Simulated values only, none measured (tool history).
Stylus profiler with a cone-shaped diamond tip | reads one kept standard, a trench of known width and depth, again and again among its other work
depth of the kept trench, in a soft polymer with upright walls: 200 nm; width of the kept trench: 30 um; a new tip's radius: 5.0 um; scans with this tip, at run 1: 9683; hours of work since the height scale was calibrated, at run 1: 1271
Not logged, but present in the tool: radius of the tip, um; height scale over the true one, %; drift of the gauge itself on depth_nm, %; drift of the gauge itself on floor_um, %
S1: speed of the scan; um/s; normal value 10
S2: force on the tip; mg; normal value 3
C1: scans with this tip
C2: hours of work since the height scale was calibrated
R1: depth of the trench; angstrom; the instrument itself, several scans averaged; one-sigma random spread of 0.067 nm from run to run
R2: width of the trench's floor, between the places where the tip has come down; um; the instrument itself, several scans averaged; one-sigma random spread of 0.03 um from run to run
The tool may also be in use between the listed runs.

{"run": 1, "hour": 0.0, "S1": 10, "S2": 3, "C1": 9683, "C2": 1271, "R1": 2031.8, "R2": 26.61}
{"run": 2, "hour": 75.0, "S1": 26, "S2": 3, "C1": 10090, "C2": 1324, "R1": 2031.9, "R2": 26.62}
{"hour": 83.0, "done": "height scale calibrated on a step standard"}
{"run": 3, "hour": 116.4, "S1": 26, "S2": 3, "C1": 10312, "C2": 24, "R1": 2034.8, "R2": 26.51}
{"run": 4, "hour": 161.4, "S1": 10, "S2": 3, "C1": 10556, "C2": 56, "R1": 2033.1, "R2": 26.6}
{"run": 5, "hour": 231.3, "S1": 10, "S2": 3, "C1": 10935, "C2": 106, "R1": 2034.6, "R2": 26.58}
{"hour": 236.9, "done": "height scale calibrated on a step standard, once more"}
{"run": 6, "hour": 292.1, "S1": 10, "S2": 3, "C1": 11262, "C2": 39, "R1": 2025.6, "R2": 26.51}
{"run": 7, "hour": 351.7, "S1": 10, "S2": 3, "C1": 11585, "C2": 82, "R1": 2024.8, "R2": 26.5}
{"run": 8, "hour": 421.1, "S1": 10, "S2": 3, "C1": 11962, "C2": 131, "R1": 2027.6, "R2": 26.49}
{"run": 9, "hour": 456.9, "S1": 10, "S2": 3, "C1": 12156, "C2": 157, "R1": 2026.1, "R2": 26.46}
{"run": 10, "hour": 537.2, "S1": 10, "S2": 3, "C1": 12591, "C2": 214, "R1": 2025.3, "R2": 26.48}
{"run": 11, "hour": 578.5, "S1": 10, "S2": 3, "C1": 12815, "C2": 243, "R1": 2025.9, "R2": 26.5}
{"run": 12, "hour": 626.9, "S1": 10, "S2": 3, "C1": 13078, "C2": 278, "R1": 2027.1, "R2": 26.43}
{"run": 13, "hour": 669.9, "S1": 10, "S2": 3, "C1": 13311, "C2": 308, "R1": 2027, "R2": 26.41}
{"run": 14, "hour": 726.3, "S1": 10, "S2": 4.43, "C1": 13617, "C2": 348, "R1": 2035.9, "R2": 26.41}
{"run": 15, "hour": 790.4, "S1": 10, "S2": 4.43, "C1": 13964, "C2": 394, "R1": 2034.8, "R2": 26.37}
{"run": 16, "hour": 867.6, "S1": 9, "S2": 3, "C1": 14383, "C2": 449, "R1": 2026.7, "R2": 26.33}
{"run": 17, "hour": 903.4, "S1": 9, "S2": 3, "C1": 14577, "C2": 474, "R1": 2027.4, "R2": 26.26}
{"run": 18, "hour": 956.4, "S1": 10, "S2": 2.09, "C1": 14865, "C2": 512, "R1": 2022, "R2": 26.34}
{"run": 19, "hour": 1038.3, "S1": 10, "S2": 3, "C1": 15309, "C2": 570, "R1": 2026.6, "R2": 26.28}
{"run": 20, "hour": 1085.7, "S1": 10, "S2": 3, "C1": 15566, "C2": 604, "R1": 2028, "R2": 26.25}
{"run": 21, "hour": 1161.8, "S1": 10, "S2": 3, "C1": 15978, "C2": 658, "R1": 2027.9, "R2": 26.24}
{"run": 22, "hour": 1210.1, "S1": 10, "S2": 3, "C1": 16241, "C2": 693, "R1": 2028.3, "R2": 26.22}
{"run": 23, "hour": 1285.6, "S1": 10, "S2": 1.11, "C1": 16650, "C2": 746, "R1": 2015.9, "R2": 26.23}
{"run": 24, "hour": 1341.4, "S1": 4, "S2": 2.8, "C1": 16953, "C2": 786, "R1": 2027.6, "R2": 26.22}
{"run": 25, "hour": 1375.6, "S1": 4, "S2": 2.8, "C1": 17138, "C2": 810, "R1": 2026.7, "R2": 26.23}
{"run": 26, "hour": 1427.3, "S1": 4, "S2": 2.8, "C1": 17419, "C2": 847, "R1": 2026.8, "R2": 26.2}
{"run": 27, "hour": 1488.5, "S1": 4, "S2": 2.8, "C1": 17750, "C2": 891, "R1": 2027.2, "R2": 26.18}
{"run": 28, "hour": 1559.5, "S1": 6, "S2": 2.8, "C1": 18136, "C2": 941, "R1": 2028.4, "R2": 26.16}
{"run": 29, "hour": 1618.5, "S1": 16, "S2": 2.22, "C1": 18455, "C2": 983, "R1": 2024, "R2": 26.14}
{"run": 30, "hour": 1660.6, "S1": 3, "S2": 8.93, "C1": 18684, "C2": 1013, "R1": 2058, "R2": 26.19}
{"run": 31, "hour": 1726.1, "S1": 19, "S2": 3, "C1": 19039, "C2": 1060, "R1": 2028.9, "R2": 26.04}
{"run": 32, "hour": 1792.7, "S1": 4, "S2": 1.83, "C1": 19400, "C2": 1107, "R1": 2021.7, "R2": 26.09}
{"run": 33, "hour": 1863.8, "S1": 7, "S2": 4.95, "C1": 19786, "C2": 1158, "R1": 2040.9, "R2": 26.09}
{"run": 34, "hour": 1920.9, "S1": 9, "S2": 7.77, "C1": 20095, "C2": 1198, "R1": 2053.1, "R2": 25.98}
{"run": 35, "hour": 1957.5, "S1": 3, "S2": 1.97, "C1": 20294, "C2": 1224, "R1": 2023.7, "R2": 26.11}
{"run": 36, "hour": 2035.5, "S1": 3, "S2": 1.97, "C1": 20717, "C2": 1280, "R1": 2023.8, "R2": 26.01}
{"hour": 2105.3, "done": "height scale calibrated on a step standard"}
{"run": 37, "hour": 2116.5, "S1": 3, "S2": 3.57, "C1": 21153, "C2": 8, "R1": 2032.2, "R2": 26.07}
{"run": 38, "hour": 2183.8, "S1": 3, "S2": 3.57, "C1": 21519, "C2": 56, "R1": 2029.1, "R2": 25.95}
{"run": 39, "hour": 2235.4, "S1": 3, "S2": 3.57, "C1": 21798, "C2": 93, "R1": 2030.5, "R2": 26.02}
{"run": 40, "hour": 2284.7, "S1": 16, "S2": 1.26, "C1": 22066, "C2": 128, "R1": 2015.3, "R2": 25.92}
{"run": 41, "hour": 2342.6, "S1": 11, "S2": 5.63, "C1": 22380, "C2": 169, "R1": 2042.1, "R2": 25.95}
{"run": 42, "hour": 2382.2, "S1": 4, "S2": 1.73, "C1": 22595, "C2": 197, "R1": 2019.9, "R2": 25.93}
{"run": 43, "hour": 2466.4, "S1": 2, "S2": 2.49, "C1": 23051, "C2": 257, "R1": 2024.7, "R2": 25.92}
{"run": 44, "hour": 2522.2, "S1": 7, "S2": 2.71, "C1": 23354, "C2": 297, "R1": 2027.9, "R2": 25.91}
{"run": 45, "hour": 2580.9, "S1": 7, "S2": 2.71, "C1": 23672, "C2": 338, "R1": 2027.3, "R2": 25.87}

Below are 5 alternative next runs, each starting from the tool's condition after run 45. Predict each:
{"run": "A", "hour": 2644.8, "S1": 2, "S2": 4.17, "C1": 24018, "C2": 384, "R1": "?", "R2": "?"}
{"run": "B", "hour": 2644.8, "S1": 10, "S2": 6.78, "C1": 24018, "C2": 384, "R1": "?", "R2": "?"}
{"run": "C", "hour": 2644.8, "S1": 3, "S2": 7.3, "C1": 24018, "C2": 384, "R1": "?", "R2": "?"}
{"run": "D", "hour": 2644.8, "S1": 3, "S2": 2.71, "C1": 24018, "C2": 384, "R1": "?", "R2": "?"}
{"run": "E", "hour": 2644.8, "S1": 4, "S2": 5.72, "C1": 24018, "C2": 384, "R1": "?", "R2": "?"}

run=A R1=2035.8 R2=25.86
run=B R1=2048.5 R2=25.85
run=C R1=2050.9 R2=25.83
run=D R1=2027 R2=25.91
run=E R1=2044.1 R2=25.89
What these runs would have given with no unlogged condition in the tool:
run=A R1=2034.4 R2=27.17
run=B R1=2047.1 R2=27.17
run=C R1=2049.5 R2=27.15
run=D R1=2025.6 R2=27.22
run=E R1=2042.7 R2=27.21
